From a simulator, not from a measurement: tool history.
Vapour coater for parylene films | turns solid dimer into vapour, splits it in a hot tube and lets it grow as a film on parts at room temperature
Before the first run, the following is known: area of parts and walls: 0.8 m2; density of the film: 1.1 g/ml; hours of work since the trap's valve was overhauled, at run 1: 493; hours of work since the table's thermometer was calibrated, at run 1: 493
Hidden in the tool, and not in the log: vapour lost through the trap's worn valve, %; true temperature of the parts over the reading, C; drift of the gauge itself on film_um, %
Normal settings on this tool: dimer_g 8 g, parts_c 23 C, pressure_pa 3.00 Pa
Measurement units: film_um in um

run	hour	dimer_g	parts_c	pressure_pa	hours of work since the trap's valve was overhauled	hours of work since the table's thermometer was calibrated	film_um
1	0.0	8	23	3.00	493	493	5.69
2	67.3	8	23	3.00	544	544	5.62
3	123.5	10	23	3.00	586	586	6.98
# hour 154.6: trap's valve overhauled
4	210.9	8	20	3.00	43	649	6.63
5	255.5	13	20	3.00	76	683	10.61
6	300.4	13	20	3.00	110	717	10.51
7	335.3	13	20	3.00	137	743	10.40
8	375.4	13	20	3.00	167	774	10.34
9	453.6	8	17	3.00	226	833	6.94
# hour 459.5: table's thermometer calibrated
10	530.2	4	26	11.56	283	53	2.40
11	593.9	6	30	11.56	332	102	3.22
12	641.9	6	30	11.56	368	138	3.20
13	712.5	8	29	7.18	421	191	4.41
14	787.8	8	29	11.65	478	248	4.29
15	842.6	8	16	11.65	520	290	6.30
# hour 872.6: table's thermometer calibrated, once more
16	911.6	8	16	11.65	571	30	6.41
# hour 963.1: trap's valve overhauled
17	989.0	5	18	6.47	20	85	4.24
18	1057.1	7	22	4.44	71	137	5.31

Below are 5 alternative next runs, each starting from the tool's condition after run 18. Predict each:
A	1124.4	7	29	4.44	122	188	?
B	1124.4	14	17	3.95	122	188	?
C	1124.4	4	32	3.00	122	188	?
D	1124.4	7	23	3.00	122	188	?
E	1124.4	8	20	8.41	122	188	?

run	film_um
A	4.24
B	12.25
C	2.26
D	5.23
E	6.19
With the hidden condition removed and each run's random variation left untouched, the same runs would have given:
run	film_um
A	4.32
B	12.50
C	2.31
D	5.33
E	6.32

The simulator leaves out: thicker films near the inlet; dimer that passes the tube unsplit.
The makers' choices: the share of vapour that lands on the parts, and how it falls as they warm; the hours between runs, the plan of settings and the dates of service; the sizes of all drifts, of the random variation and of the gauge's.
